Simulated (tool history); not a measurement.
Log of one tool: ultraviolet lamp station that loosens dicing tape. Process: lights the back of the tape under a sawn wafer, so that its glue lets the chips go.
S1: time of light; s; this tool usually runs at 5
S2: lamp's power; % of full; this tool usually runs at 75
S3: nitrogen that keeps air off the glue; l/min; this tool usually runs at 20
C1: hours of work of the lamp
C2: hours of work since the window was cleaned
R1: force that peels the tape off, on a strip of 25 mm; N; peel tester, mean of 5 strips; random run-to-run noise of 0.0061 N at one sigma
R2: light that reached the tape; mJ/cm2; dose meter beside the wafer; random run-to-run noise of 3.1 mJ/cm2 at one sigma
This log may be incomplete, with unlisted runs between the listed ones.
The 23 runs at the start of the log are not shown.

run   hour  S1  S2  S3   C1   C2     R1   R2
 24  530.1   3  80  20  245  245  0.807  264
 25  558.1   3  75  18  257  257  1.004  240
 26    576   2  90   7  264  264  2.694  194
 27  597.4   2  90  33  273  273  1.104  198
 28  616.8   5  73  15  280  280   0.35  388
 29  641.6   5  79   9  290  290   0.49  421
 30  671.7   3  83  18  303  303  0.845  266
 31    686   9  96  26  308  308  0.068  920
 32  706.5   2  74  33  317  317  1.677  154
 33  722.7   2  62  20  323  323  2.699  128
 34  745.7   8  75  20  333  333  0.096  630
 35  768.2   2  79   8  342  342  3.004  166
 36  782.1   5  75  23  347  347  0.259  390
 37  795.3   5  75  23  353  353  0.252  397
 38  820.9   4  75  20  363  363  0.495  307
 39  843.9   4  71  20  372  372  0.592  293
 40  864.9   4  71  20  381  381  0.595  292
 41  883.2   4  71  20  388  388  0.594  290
 42  913.8   4  71  20  401  401  0.617  290
 43  928.1   4  71  20  407  407  0.621  292

Each row is a separate what-if for the run after 43, all from the same tool condition, not one after another. Results?
  A  955.7   3  73  20  418  418   ?   ?
  B  955.7   4  75  29  418  418   ?   ?
  C  955.7   4  71  20  418  418   ?   ?
  D  955.7   4  93  10  418  418   ?   ?
  E  955.7   3  91  20  418  418   ?   ?

run     R1   R2
  A  1.207  221
  B  0.414  301
  C  0.643  289
  D  0.613  378
  E   0.69  278
Take away the tool's hidden state, keep each run's random variation, and the runs would have read:
run     R1   R2
  A  0.764  272
  B  0.226  371
  C  0.371  356
  D  0.354  465
  E  0.401  342
